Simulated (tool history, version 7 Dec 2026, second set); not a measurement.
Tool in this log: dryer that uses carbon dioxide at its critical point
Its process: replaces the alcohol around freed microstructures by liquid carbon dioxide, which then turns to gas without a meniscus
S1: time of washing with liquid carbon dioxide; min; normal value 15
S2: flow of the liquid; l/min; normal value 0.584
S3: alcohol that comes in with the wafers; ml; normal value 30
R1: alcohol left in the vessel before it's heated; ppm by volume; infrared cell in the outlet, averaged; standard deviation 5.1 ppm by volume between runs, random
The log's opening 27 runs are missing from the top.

{"run": 28, "hour": 649.9, "S1": 19, "S2": 0.584, "S3": 96, "R1": 222}
{"run": 29, "hour": 681.2, "S1": 10, "S2": 0.655, "S3": 68, "R1": 1159}
{"run": 30, "hour": 695.1, "S1": 15, "S2": 0.509, "S3": 21, "R1": 320}
{"run": 31, "hour": 723.8, "S1": 10, "S2": 0.798, "S3": 37, "R1": 368}
{"run": 32, "hour": 746.0, "S1": 15, "S2": 0.719, "S3": 71, "R1": 224}
{"hour": 749.5, "done": "inlet filter changed"}
{"run": 33, "hour": 777.9, "S1": 10, "S2": 0.884, "S3": 58, "R1": 263}
{"run": 34, "hour": 796.0, "S1": 10, "S2": 0.858, "S3": 45, "R1": 257}
{"run": 35, "hour": 817.3, "S1": 15, "S2": 0.584, "S3": 28, "R1": 231}
{"run": 36, "hour": 846.3, "S1": 15, "S2": 0.507, "S3": 23, "R1": 288}
{"run": 37, "hour": 869.9, "S1": 15, "S2": 0.507, "S3": 23, "R1": 313}
{"run": 38, "hour": 885.6, "S1": 22, "S2": 0.507, "S3": 39, "R1": 191}
{"run": 39, "hour": 905.4, "S1": 10, "S2": 0.507, "S3": 50, "R1": 1879}

Branching from run 39: 5 alternative next runs. What would each branch give?
{"run": "A", "hour": 923.9, "S1": 18, "S2": 0.584, "S3": 27, "R1": "?"}
{"run": "B", "hour": 923.9, "S1": 10, "S2": 0.507, "S3": 86, "R1": "?"}
{"run": "C", "hour": 923.9, "S1": 22, "S2": 0.799, "S3": 50, "R1": "?"}
{"run": "D", "hour": 923.9, "S1": 13, "S2": 0.507, "S3": 52, "R1": "?"}
{"run": "E", "hour": 923.9, "S1": 16, "S2": 0.564, "S3": 118, "R1": "?"}

run=A R1=195
run=B R1=3097
run=C R1=169
run=D R1=810
run=E R1=440
Without the tool's hidden state the same runs would have given:
run=A R1=20
run=B R1=2498
run=C R1=6
run=D R1=528
run=E R1=209
